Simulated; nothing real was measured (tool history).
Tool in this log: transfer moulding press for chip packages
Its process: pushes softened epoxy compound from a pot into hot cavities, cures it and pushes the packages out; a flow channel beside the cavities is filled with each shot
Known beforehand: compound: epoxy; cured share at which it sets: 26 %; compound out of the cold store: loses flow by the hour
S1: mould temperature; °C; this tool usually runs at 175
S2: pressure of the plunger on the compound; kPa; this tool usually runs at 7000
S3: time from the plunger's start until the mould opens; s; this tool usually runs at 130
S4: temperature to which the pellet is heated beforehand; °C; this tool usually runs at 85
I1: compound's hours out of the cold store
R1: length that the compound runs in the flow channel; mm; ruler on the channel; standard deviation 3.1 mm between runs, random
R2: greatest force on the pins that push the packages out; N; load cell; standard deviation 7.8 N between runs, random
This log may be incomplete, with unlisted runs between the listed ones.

run 1 day=0.000 | S1=175 S2=7000 S3=130 S4=85 | I1=40.4 | R1=626 R2=526
run 2 day=1.812 | S1=175 S2=7000 S3=130 S4=85 | I1=15.2 | R1=690 R2=584
-- day=2.558 plunger's sealing rings changed
-- day=3.708 cavities cleaned with cleaning compound and waxed
run 3 day=3.754 | S1=175 S2=7000 S3=130 S4=85 | I1=43.8 | R1=624 R2=337
run 4 day=5.133 | S1=179 S2=7000 S3=130 S4=85 | I1=15.8 | R1=691 R2=437
run 5 day=7.079 | S1=179 S2=7000 S3=130 S4=85 | I1=31.9 | R1=642 R2=510
-- day=9.892 cavities cleaned with cleaning compound and waxed
run 6 day=10.083 | S1=179 S2=7000 S3=130 S4=85 | I1=35.6 | R1=634 R2=307
run 7 day=12.867 | S1=179 S2=7000 S3=130 S4=85 | I1=26.4 | R1=660 R2=499
run 8 day=14.662 | S1=175 S2=7000 S3=130 S4=85 | I1=33.3 | R1=640 R2=594
-- day=15.954 cavities cleaned with cleaning compound and waxed
run 9 day=16.100 | S1=175 S2=6680 S3=130 S4=85 | I1=28.8 | R1=644 R2=342
run 10 day=19.246 | S1=175 S2=6680 S3=130 S4=85 | I1=44.4 | R1=594 R2=521
run 11 day=21.225 | S1=177 S2=7000 S3=130 S4=85 | I1=27.6 | R1=652 R2=571
-- day=22.079 cavities cleaned with cleaning compound and waxed
-- day=22.579 plunger's sealing rings changed
run 12 day=23.417 | S1=177 S2=7000 S3=130 S4=85 | I1=20.1 | R1=685 R2=397
run 13 day=25.271 | S1=177 S2=7000 S3=130 S4=85 | I1=14.0 | R1=708 R2=528
-- day=26.929 mould's thermocouples calibrated
run 14 day=27.258 | S1=175 S2=7000 S3=130 S4=85 | I1=30.0 | R1=655 R2=613
-- day=28.342 cavities cleaned with cleaning compound and waxed
run 15 day=30.279 | S1=171 S2=7000 S3=130 S4=85 | I1=46.9 | R1=614 R2=577
run 16 day=32.238 | S1=174 S2=7000 S3=131 S4=75 | I1=28.6 | R1=658 R2=614
run 17 day=33.996 | S1=174 S2=7000 S3=131 S4=75 | I1=18.9 | R1=687 R2=661
-- day=34.592 cavities cleaned with cleaning compound and waxed
run 18 day=35.583 | S1=178 S2=6950 S3=130 S4=85 | I1=18.9 | R1=673 R2=393
run 19 day=37.371 | S1=178 S2=6950 S3=130 S4=85 | I1=31.2 | R1=635 R2=504
run 20 day=39.058 | S1=168 S2=7080 S3=130 S4=85 | I1=30.6 | R1=663 R2=821
-- day=40.608 cavities cleaned with cleaning compound and waxed
run 21 day=41.454 | S1=169 S2=6580 S3=130 S4=81 | I1=25.8 | R1=653 R2=562
-- day=42.546 plunger's sealing rings changed
run 22 day=43.667 | S1=169 S2=6580 S3=130 S4=81 | I1=16.0 | R1=700 R2=769
run 23 day=45.200 | S1=169 S2=6580 S3=130 S4=81 | I1=32.6 | R1=644 R2=775
-- day=46.788 cavities cleaned with cleaning compound and waxed
run 24 day=46.788 | S1=182 S2=7500 S3=130 S4=81 | I1=27.4 | R1=671 R2=286
run 25 day=48.929 | S1=183 S2=7000 S3=163 S4=85 | I1=31.9 | R1=638 R2=438
run 26 day=51.588 | S1=183 S2=7000 S3=163 S4=85 | I1=39.5 | R1=611 R2=527
-- day=52.858 cavities cleaned with cleaning compound and waxed
run 27 day=53.367 | S1=173 S2=7000 S3=163 S4=85 | I1=20.5 | R1=683 R2=362

Consider 4 possible next runs. They are alternatives, not a sequence: every one starts from the tool as it was left by run 27. What does each give?
run A day=56.304 | S1=175 S2=7550 S3=130 S4=91 | I1=22.8 | R1=? R2=?
run B day=56.304 | S1=173 S2=7000 S3=112 S4=85 | I1=16.0 | R1=? R2=?
run C day=56.304 | S1=175 S2=7580 S3=167 S4=85 | I1=39.8 | R1=? R2=?
run D day=56.304 | S1=173 S2=6330 S3=163 S4=77 | I1=19.9 | R1=? R2=?

run=A R1=702 R2=560
run=B R1=698 R2=801
run=C R1=653 R2=500
run=D R1=650 R2=511
Stripped of hidden state, with their random variation kept, the same runs would have yielded:
run=A R1=715 R2=330
run=B R1=712 R2=483
run=C R1=665 R2=291
run=D R1=662 R2=299
